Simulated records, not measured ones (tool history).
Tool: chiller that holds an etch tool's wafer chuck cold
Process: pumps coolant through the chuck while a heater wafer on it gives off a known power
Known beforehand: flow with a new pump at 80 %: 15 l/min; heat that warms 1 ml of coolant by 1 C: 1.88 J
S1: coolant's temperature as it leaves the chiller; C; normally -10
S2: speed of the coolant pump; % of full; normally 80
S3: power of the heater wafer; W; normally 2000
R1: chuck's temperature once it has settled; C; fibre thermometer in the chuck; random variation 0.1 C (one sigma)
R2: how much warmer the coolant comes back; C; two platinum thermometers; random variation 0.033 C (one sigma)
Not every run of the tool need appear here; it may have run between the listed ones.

Run 1, hour 0: usual settings. Result: R1 4.5 C, R2 4.32 C.
Run 2, hour 58.5: usual settings. Result: R1 4.7 C, R2 4.32 C.
Run 3, hour 115.1: usual settings but S1 -15 C. Result: R1 -0.4 C, R2 4.35 C.
Run 4, hour 149.7: usual settings but S1 -15 C. Result: R1 -0.4 C, R2 4.31 C.
Run 5, hour 195.5: usual settings but S1 -15 C, S3 1047 W. Result: R1 -7.2 C, R2 2.33 C.
Run 6, hour 227: usual settings but S1 -15 C, S3 1047 W. Result: R1 -7.3 C, R2 2.26 C.
Run 7, hour 284.5: usual settings but S1 -15 C, S2 83 % of full, S3 1047 W. Result: R1 -7.4 C, R2 2.2 C.
Run 8, hour 341.3: usual settings but S1 -15 C, S2 83 % of full, S3 1047 W. Result: R1 -7.4 C, R2 2.21 C.
Run 9, hour 380.2: usual settings but S1 -15 C, S2 83 % of full, S3 1047 W. Result: R1 -7.4 C, R2 2.25 C.
Run 10, hour 424.4: usual settings but S1 -15 C, S2 83 % of full, S3 1047 W. Result: R1 -7.5 C, R2 2.21 C.
Run 11, hour 481.8: usual settings but S1 -15 C, S2 83 % of full, S3 1047 W. Result: R1 -7.5 C, R2 2.19 C.
Run 12, hour 536.2: usual settings. Result: R1 4.7 C, R2 4.37 C.
Run 13, hour 574.5: usual settings. Result: R1 4.8 C, R2 4.35 C.
Run 14, hour 608: usual settings but S3 1675 W. Result: R1 2.3 C, R2 3.65 C.
Run 15, hour 650.3: usual settings but S3 1118 W. Result: R1 -1.6 C, R2 2.45 C.
Run 16, hour 687.9: usual settings but S3 1118 W. Result: R1 -1.6 C, R2 2.46 C.
Run 17, hour 722.8: usual settings. Result: R1 4.9 C, R2 4.35 C.
Run 18, hour 765.6: usual settings but S1 -2 C, S2 88 % of full. Result: R1 11.8 C, R2 4.01 C.
Run 19, hour 814.6: usual settings but S1 -2 C, S2 88 % of full. Result: R1 11.7 C, R2 3.96 C.
Run 20, hour 854.8: usual settings but S1 -3 C, S2 98 % of full, S3 2368 W. Result: R1 11.9 C, R2 4.2 C.
Run 21, hour 898.6: usual settings but S1 -15 C, S2 77 % of full, S3 1212 W. Result: R1 -5.5 C, R2 2.8 C.
Run 22, hour 949.6: usual settings but S1 -15 C, S2 85 % of full, S3 1948 W. Result: R1 -1.2 C, R2 4.05 C.
Run 23, hour 1000.8: usual settings but S3 1069 W. Result: R1 -2.2 C, R2 2.38 C.
Run 24, hour 1057.4: usual settings but S1 -18 C, S3 2997 W. Result: R1 4.2 C, R2 6.53 C.
Run 25, hour 1082.6: usual settings but S1 -7 C, S2 95 % of full, S3 2159 W. Result: R1 7.1 C, R2 4.01 C.
Run 26, hour 1138.3: usual settings but S1 -12 C, S2 88 % of full, S3 1928 W. Result: R1 1.3 C, R2 3.82 C.
Run 27, hour 1169.2: usual settings but S2 73 % of full. Result: R1 6 C, R2 4.89 C.
Run 28, hour 1210.5: usual settings but S3 2619 W. Result: R1 9.6 C, R2 5.67 C.
Run 29, hour 1262.8: usual settings but S1 -14 C, S2 85 % of full, S3 1222 W. Result: R1 -5 C, R2 2.47 C.
Run 30, hour 1287.9: usual settings but S1 -14 C, S2 85 % of full, S3 1222 W. Result: R1 -5.2 C, R2 2.49 C.
Run 31, hour 1347.7: usual settings but S1 -14 C, S2 74 % of full, S3 1663 W. Result: R1 -0.8 C, R2 3.94 C.
Run 32, hour 1405.4: usual settings but S1 0 C, S2 65 % of full, S3 2821 W. Result: R1 24.3 C, R2 7.66 C.
Run 33, hour 1446.6: usual settings but S1 -20 C, S3 1318 W. Result: R1 -10 C, R2 2.92 C.

Some steps in R1, run to run, broken into two amounts with sign: the step expected even without the hidden condition (settings, incoming material, random variation), and the rest, left for the hidden condition together with whatever gauge scatter is not in both the measured and the hidden-condition-free result:
Hidden state at play: heat passed by the chuck's channels, % of clean ones'; flow at a given pump speed, % of a new pump's; coolant's true temperature over the reading, C; drift of the gauge itself on chuck_c, C; drift of the gauge itself on warmer_back_c, C.
Run 20 -> 21: S1 -3 -> -15, S2 98 -> 77, S3 2368 -> 1212. R1 -17.4 C: hidden state -0.1, all else -17.3.
Run 23 -> 24: S1 -10 -> -18, S3 1069 -> 2997. R1 +6.4 C: hidden state +0.5, all else +5.9.
Run 31 -> 32: S1 -14 -> 0, S2 74 -> 65, S3 1663 -> 2821. R1 +25.1 C: hidden state +0.5, all else +24.6.
Run 32 -> 33: S1 0 -> -20, S2 65 -> 80, S3 2821 -> 1318. R1 -34.3 C: hidden state -0.7, all else -33.6.

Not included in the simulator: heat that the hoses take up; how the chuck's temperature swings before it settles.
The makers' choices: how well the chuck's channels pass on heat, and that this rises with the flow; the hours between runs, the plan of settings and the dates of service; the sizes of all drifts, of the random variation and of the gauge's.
